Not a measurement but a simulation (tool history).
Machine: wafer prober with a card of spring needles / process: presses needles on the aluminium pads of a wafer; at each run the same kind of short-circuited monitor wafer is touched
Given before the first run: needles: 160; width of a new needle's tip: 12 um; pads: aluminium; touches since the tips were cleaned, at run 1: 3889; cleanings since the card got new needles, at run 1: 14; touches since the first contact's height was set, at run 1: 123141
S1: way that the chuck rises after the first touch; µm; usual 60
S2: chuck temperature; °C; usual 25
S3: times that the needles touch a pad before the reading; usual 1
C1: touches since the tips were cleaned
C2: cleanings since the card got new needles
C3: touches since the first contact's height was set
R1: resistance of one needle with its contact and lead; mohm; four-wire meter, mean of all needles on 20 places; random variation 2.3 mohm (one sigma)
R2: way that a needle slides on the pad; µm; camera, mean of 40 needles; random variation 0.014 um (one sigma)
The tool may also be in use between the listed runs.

Run 1, hour 0.0: usual settings; C1 3889; C2 14; C3 123141. Result: R1 282 mohm, R2 10.16 µm.
At hour 14.5: tips cleaned on abrasive film.
Run 2, hour 23.1: usual settings but S1 52 µm; C1 2655; C2 15; C3 130234. Result: R1 296 mohm, R2 8.72 µm.
Run 3, hour 39.3: usual settings but S1 52 µm; C1 7638; C2 15; C3 135217. Result: R1 301 mohm, R2 8.73 µm.
At hour 42.4: tips cleaned on abrasive film.
Run 4, hour 65.5: usual settings but S1 52 µm; C1 7094; C2 16; C3 143252. Result: R1 296 mohm, R2 8.72 µm.
At hour 69.8: tips cleaned on abrasive film.
At hour 98.0: tips cleaned on abrasive film.
Run 5, hour 98.0: usual settings; C1 0; C2 18; C3 153201. Result: R1 257 mohm, R2 10.05 µm.
Run 6, hour 113.0: usual settings; C1 4649; C2 18; C3 157850. Result: R1 285 mohm, R2 10.07 µm.
At hour 116.5: height of the first contact set anew.
At hour 126.9: tips cleaned on abrasive film.
Run 7, hour 127.8: usual settings but S2 80 °C; C1 278; C2 19; C3 3431. Result: R1 275 mohm, R2 10.28 µm.
Run 8, hour 142.0: usual settings but S1 63 µm; C1 4655; C2 19; C3 7808. Result: R1 280 mohm, R2 10.79 µm.
At hour 155.0: tips cleaned on abrasive film.
Run 9, hour 165.2: usual settings but S1 57 µm, S2 49 °C; C1 3160; C2 20; C3 14949. Result: R1 285 mohm, R2 9.72 µm.
At hour 182.1: tips cleaned on abrasive film.
Run 10, hour 182.1: usual settings but S1 72 µm; C1 0; C2 21; C3 20107. Result: R1 258 mohm, R2 12.29 µm.
At hour 184.2: tips cleaned on abrasive film, once more.
At hour 211.3: tips cleaned on abrasive film.
Run 11, hour 214.6: usual settings but S1 46 µm, S2 28 °C; C1 995; C2 23; C3 30058. Result: R1 276 mohm, R2 7.82 µm.

Predict each of these 5 candidate next runs independently; none follows another, all start after run 11:
Run A, hour 230.6: usual settings but S2 36 °C; C1 5925; C2 23; C3 34988. Result: R1 ?, R2 ?.
Run B, hour 230.6: usual settings but S1 46 µm, S2 55 °C; C1 5925; C2 23; C3 34988. Result: R1 ?, R2 ?.
Run C, hour 230.6: usual settings but S1 64 µm, S2 104 °C, S3 2; C1 5925; C2 23; C3 34988. Result: R1 ?, R2 ?.
Run D, hour 230.6: usual settings but S1 46 µm, S2 44 °C, S3 2; C1 5925; C2 23; C3 34988. Result: R1 ?, R2 ?.
Run E, hour 230.6: usual settings but S2 32 °C; C1 5925; C2 23; C3 34988. Result: R1 ?, R2 ?.

run   R1     R2
  A  285  10.24
  B  310   7.83
  C  293  10.89
  D  289   7.82
  E  287  10.21
Had the tool no hidden state, the same runs would have come out as:
run   R1     R2
  A  256  10.28
  B  269   7.88
  C  278  10.94
  D  264   7.87
  E  258  10.26
